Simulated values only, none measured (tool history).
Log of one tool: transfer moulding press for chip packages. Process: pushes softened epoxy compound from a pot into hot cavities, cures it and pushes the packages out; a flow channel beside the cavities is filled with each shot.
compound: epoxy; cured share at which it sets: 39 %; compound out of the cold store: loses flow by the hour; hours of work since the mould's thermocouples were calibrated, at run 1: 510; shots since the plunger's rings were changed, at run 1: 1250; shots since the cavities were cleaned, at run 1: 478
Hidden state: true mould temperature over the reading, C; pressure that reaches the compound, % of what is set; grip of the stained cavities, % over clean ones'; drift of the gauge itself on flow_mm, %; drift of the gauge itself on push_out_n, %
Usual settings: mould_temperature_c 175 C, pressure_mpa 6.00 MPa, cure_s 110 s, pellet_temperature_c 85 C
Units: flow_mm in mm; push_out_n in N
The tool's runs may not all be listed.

run     day  mould_temperature_c  pressure_mpa  cure_s  pellet_temperature_c  hours of work since the mould's thermocouples were calibrated  shots since the plunger's rings were changed  shots since the cavities were cleaned  incoming compound's hours out of the cold store  flow_mm  push_out_n
  1   0.000                  175          6.00     110                    85                                                            510                                          1250                                    478                                             15.0      707         207
  2   0.950                  175          6.00     110                    85                                                            523                                          1466                                    694                                             14.3      711         194
      1.425  -- cavities cleaned with cleaning compound and waxed
  3   2.971                  175          6.00     110                    85                                                            549                                          1912                                    351                                             40.7      636         196
      4.904  -- cavities cleaned with cleaning compound and waxed
  4   5.075                  175          6.00     110                    85                                                            576                                          2377                                     39                                             38.7      640         182
  5   6.071                  175          6.00     110                    85                                                            589                                          2604                                    266                                              9.3      728         210
      6.542  -- mould's thermocouples calibrated
  6   7.233                  175          6.78     110                    85                                                              9                                          2849                                    511                                             17.0      746         205
      8.538  -- cavities cleaned with cleaning compound and waxed
  7   8.775                  175          6.78     110                    85                                                             29                                          3186                                     54                                             10.5      768         200
  8  10.229                  175          6.78     110                    85                                                             48                                          3517                                    385                                             19.3      742         203
  9  11.317                  175          6.78     110                    85                                                             62                                          3764                                    632                                             47.2      655         185
     11.992  -- plunger's sealing rings changed
     12.254  -- cavities cleaned with cleaning compound and waxed
 10  13.242                  182          6.00     110                    85                                                             86                                           270                                    224                                             29.9      640         157
 11  15.308                  175          6.00     110                    85                                                            113                                           741                                    695                                             28.0      673         186
     15.758  -- cavities cleaned with cleaning compound and waxed
 12  16.521                  182          6.00     110                    85                                                            128                                          1003                                    174                                             23.5      657         167
 13  18.538                  182          6.00     110                    85                                                            155                                          1462                                    633                                              9.0      700         165
     19.275  -- cavities cleaned with cleaning compound and waxed
 14  19.600                  182          6.00     110                    85                                                            168                                          1689                                     74                                             19.5      666         166
 15  21.667                  182          6.01     118                    85                                                            196                                          2160                                    545                                             25.5      653         159
     22.904  -- cavities cleaned with cleaning compound and waxed
 16  23.158                  174          6.00     110                    94                                                            215                                          2485                                     58                                             29.7      668         214
 17  24.167                  179          6.88     110                    85                                                            228                                          2714                                    287                                             22.8      717         178
 18  25.900                  175          6.00     122                    79                                                            251                                          3109                                    682                                             10.4      724         185
     26.475  -- cavities cleaned with cleaning compound and waxed
 19  27.421                  175          5.18     140                    84                                                            270                                          3441                                    216                                             30.2      617         159
 20  28.408                  175          4.80     141                    90                                                            283                                          3665                                    440                                             38.0      573         159
     29.496  -- plunger's sealing rings changed
     30.167  -- cavities cleaned with cleaning compound and waxed
 21  30.758                  175          4.80     100                    91                                                            312                                           274                                    136                                             40.2      570         218
 22  31.829                  175          6.60     102                    78                                                            326                                           517                                    379                                             17.8      736         228
 23  33.338                  175          6.60     102                    78                                                            346                                           861                                    723                                             10.7      760         229
     33.679  -- cavities cleaned with cleaning compound and waxed
 24  34.296                  175          6.60     102                    78                                                            358                                          1064                                    141                                             15.0      746         226
 25  35.362                  175          6.60     102                    78                                                            372                                          1307                                    384                                             36.7      679         209
     37.138  -- cavities cleaned with cleaning compound and waxed
 26  37.592                  169          6.37     132                    89                                                            401                                          1800                                    104                                             37.4      686         198
 27  39.329                  176          6.37     139                    89                                                            424                                          2196                                    500                                             29.9      681         172
     40.621  -- cavities cleaned with cleaning compound and waxed
 28  40.708                  176          6.37     139                    89                                                            441                                          2495                                     19                                             19.6      712         162

Hidden state at the last listed run before each entry between runs and at the first one after, where it differs:
Between runs 2 and 3: cavities cleaned with cleaning compound and waxed (day 1.425)
  pressure that reaches the compound, % of what is set: 99.93 -> 99.91; grip of the stained cavities, % over clean ones': 1.9 -> 1.3
Between runs 3 and 4: cavities cleaned with cleaning compound and waxed (day 4.904)
  true mould temperature over the reading, C: 0.01 -> 0.02; pressure that reaches the compound, % of what is set: 99.91 -> 99.89; grip of the stained cavities, % over clean ones': 1.3 -> 0.3
Between runs 5 and 6: mould's thermocouples calibrated (day 6.542)
  true mould temperature over the reading, C: 0.02 -> 0; pressure that reaches the compound, % of what is set: 99.88 -> 99.87; grip of the stained cavities, % over clean ones': 1.1 -> 1.6
Between runs 6 and 7: cavities cleaned with cleaning compound and waxed (day 8.538)
  pressure that reaches the compound, % of what is set: 99.87 -> 99.86; grip of the stained cavities, % over clean ones': 1.6 -> 0.3
Between runs 9 and 10: plunger's sealing rings changed (day 11.992); cavities cleaned with cleaning compound and waxed (day 12.254)
  pressure that reaches the compound, % of what is set: 99.84 -> 99.99; grip of the stained cavities, % over clean ones': 1.9 -> 0.9
Between runs 11 and 12: cavities cleaned with cleaning compound and waxed (day 15.758)
  pressure that reaches the compound, % of what is set: 99.97 -> 99.96; grip of the stained cavities, % over clean ones': 1.9 -> 0.8
Between runs 13 and 14: cavities cleaned with cleaning compound and waxed (day 19.275)
  pressure that reaches the compound, % of what is set: 99.94 -> 99.93; grip of the stained cavities, % over clean ones': 1.8 -> 0.4
Between runs 15 and 16: cavities cleaned with cleaning compound and waxed (day 22.904)
  pressure that reaches the compound, % of what is set: 99.91 -> 99.9; grip of the stained cavities, % over clean ones': 1.7 -> 0.3
Between runs 18 and 19: cavities cleaned with cleaning compound and waxed (day 26.475)
  pressure that reaches the compound, % of what is set: 99.87 -> 99.86; grip of the stained cavities, % over clean ones': 1.9 -> 0.9
Between runs 20 and 21: plunger's sealing rings changed (day 29.496); cavities cleaned with cleaning compound and waxed (day 30.167)
  pressure that reaches the compound, % of what is set: 99.85 -> 99.98; grip of the stained cavities, % over clean ones': 1.5 -> 0.7
Between runs 23 and 24: cavities cleaned with cleaning compound and waxed (day 33.679)
  pressure that reaches the compound, % of what is set: 99.96 -> 99.95; grip of the stained cavities, % over clean ones': 1.9 -> 0.7
Between runs 25 and 26: cavities cleaned with cleaning compound and waxed (day 37.138)
  pressure that reaches the compound, % of what is set: 99.94 -> 99.92; grip of the stained cavities, % over clean ones': 1.4 -> 0.5
Between runs 27 and 28: cavities cleaned with cleaning compound and waxed (day 40.621)
  pressure that reaches the compound, % of what is set: 99.9 -> 99.89; grip of the stained cavities, % over clean ones': 1.6 -> 0.1
